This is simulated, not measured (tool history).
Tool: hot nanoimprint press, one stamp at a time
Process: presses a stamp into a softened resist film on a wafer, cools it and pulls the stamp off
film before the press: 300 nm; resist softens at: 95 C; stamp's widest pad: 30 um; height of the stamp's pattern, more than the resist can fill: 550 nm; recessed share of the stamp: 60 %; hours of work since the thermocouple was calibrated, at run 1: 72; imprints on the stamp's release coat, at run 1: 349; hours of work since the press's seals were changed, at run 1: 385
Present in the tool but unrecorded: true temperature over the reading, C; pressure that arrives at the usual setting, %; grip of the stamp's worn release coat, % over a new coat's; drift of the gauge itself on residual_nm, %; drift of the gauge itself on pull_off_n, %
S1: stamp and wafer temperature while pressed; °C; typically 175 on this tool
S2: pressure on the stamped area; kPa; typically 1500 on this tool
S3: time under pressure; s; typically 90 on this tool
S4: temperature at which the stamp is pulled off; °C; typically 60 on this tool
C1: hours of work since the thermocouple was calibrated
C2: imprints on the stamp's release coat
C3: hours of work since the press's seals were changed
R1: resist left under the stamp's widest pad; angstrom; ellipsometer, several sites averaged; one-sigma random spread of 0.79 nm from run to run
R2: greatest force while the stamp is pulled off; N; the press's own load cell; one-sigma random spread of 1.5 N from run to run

Run 1, hour 0: usual settings; C1 72; C2 349; C3 385. Result: R1 1179 angstrom, R2 107 N.
Run 2, hour 15.5: usual settings; C1 79; C2 381; C3 392. Result: R1 1182 angstrom, R2 109 N.
Run 3, hour 42.8: usual settings; C1 91; C2 439; C3 404. Result: R1 1193 angstrom, R2 105 N.
Run 4, hour 67.7: usual settings; C1 102; C2 491; C3 415. Result: R1 1178 angstrom, R2 112 N.
Run 5, hour 87.9: usual settings; C1 111; C2 533; C3 423. Result: R1 1182 angstrom, R2 112 N.
Run 6, hour 110: usual settings but S2 1440 kPa; C1 120; C2 580; C3 433. Result: R1 1224 angstrom, R2 111 N.
Run 7, hour 133.7: usual settings but S2 1440 kPa; C1 131; C2 629; C3 443. Result: R1 1213 angstrom, R2 113 N.
Run 8, hour 149.5: usual settings but S2 970 kPa; C1 138; C2 662; C3 450. Result: R1 1474 angstrom, R2 112 N.
Run 9, hour 173.7: usual settings but S2 970 kPa; C1 148; C2 713; C3 461. Result: R1 1468 angstrom, R2 110 N.
Run 10, hour 191.1: usual settings; C1 156; C2 750; C3 468. Result: R1 1186 angstrom, R2 113 N.
At hour 211.7: stamp cleaned and given a new release coat.
Run 11, hour 232.7: usual settings; C1 171; C2 44; C3 484. Result: R1 1194 angstrom, R2 105 N.
Run 12, hour 248.8: usual settings; C1 178; C2 78; C3 491. Result: R1 1207 angstrom, R2 105 N.
Run 13, hour 281.2: usual settings; C1 192; C2 146; C3 505. Result: R1 1183 angstrom, R2 105 N.
Run 14, hour 297.5: usual settings; C1 199; C2 180; C3 512. Result: R1 1209 angstrom, R2 102 N.
Run 15, hour 324.9: usual settings; C1 211; C2 238; C3 524. Result: R1 1206 angstrom, R2 108 N.
Run 16, hour 356.7: usual settings but S2 1670 kPa, S3 137 s, S4 57 °C; C1 225; C2 304; C3 538. Result: R1 970 angstrom, R2 111 N.
Run 17, hour 372.2: usual settings but S2 1670 kPa, S3 137 s, S4 57 °C; C1 232; C2 337; C3 545. Result: R1 990 angstrom, R2 114 N.
Run 18, hour 386.8: usual settings but S1 165 °C, S2 1570 kPa, S3 157 s, S4 61 °C; C1 238; C2 368; C3 551. Result: R1 1241 angstrom, R2 109 N.
Run 19, hour 406.8: usual settings but S2 1690 kPa, S3 137 s; C1 247; C2 410; C3 560. Result: R1 971 angstrom, R2 111 N.
Run 20, hour 433.2: usual settings but S1 163 °C, S2 1140 kPa, S3 52 s; C1 258; C2 465; C3 571. Result: R1 2162 angstrom, R2 107 N.
Run 21, hour 460.7: usual settings but S1 179 °C, S2 2230 kPa; C1 270; C2 523; C3 583. Result: R1 894 angstrom, R2 110 N.
Run 22, hour 494: usual settings but S1 179 °C, S2 2230 kPa; C1 285; C2 592; C3 598. Result: R1 903 angstrom, R2 113 N.
Run 23, hour 519.5: usual settings but S1 179 °C, S2 2230 kPa, S3 144 s, S4 48 °C; C1 296; C2 646; C3 609. Result: R1 747 angstrom, R2 137 N.
Run 24, hour 538.2: usual settings but S1 179 °C, S2 1100 kPa, S3 144 s, S4 52 °C; C1 304; C2 685; C3 617. Result: R1 1073 angstrom, R2 125 N.
Run 25, hour 563.8: usual settings but S1 179 °C, S2 1490 kPa, S3 144 s, S4 47 °C; C1 315; C2 739; C3 628. Result: R1 931 angstrom, R2 137 N.
At hour 589.9: stamp cleaned and given a new release coat.
Run 26, hour 600.2: usual settings but S1 179 °C, S2 1290 kPa, S3 144 s, S4 67 °C; C1 329; C2 21; C3 641. Result: R1 995 angstrom, R2 95 N.
Run 27, hour 620.2: usual settings but S1 179 °C, S2 1880 kPa, S4 45 °C; C1 337; C2 63; C3 650. Result: R1 990 angstrom, R2 129 N.
Run 28, hour 654.1: usual settings but S2 1780 kPa, S4 48 °C; C1 352; C2 134; C3 665. Result: R1 1131 angstrom, R2 123 N.
Run 29, hour 688.6: usual settings but S1 170 °C, S2 1940 kPa, S3 76 s, S4 62 °C; C1 367; C2 207; C3 680. Result: R1 1307 angstrom, R2 104 N.
Run 30, hour 721.6: usual settings but S1 167 °C, S2 1940 kPa, S3 97 s, S4 62 °C; C1 381; C2 276; C3 694. Result: R1 1309 angstrom, R2 106 N.

Results per run with the tool's hidden condition removed, run-to-run variation unchanged:
run    R1   R2
  1  1160  101
  2  1161  103
  3  1170   98
  4  1153  104
  5  1156  103
  6  1196  102
  7  1183  103
  8  1444  101
  9  1436   99
 10  1152  101
 11  1157  103
 12  1169  103
 13  1143  101
 14  1168   98
 15  1163  103
 16   930  105
 17   948  107
 18  1187  102
 19   928  104
 20  2100   99
 21   848  101
 22   855  102
 23   704  124
 24  1025  112
 25   884  121
 26   946   92
 27   933  125
 28  1065  119
 29  1224   99
 30  1221  100
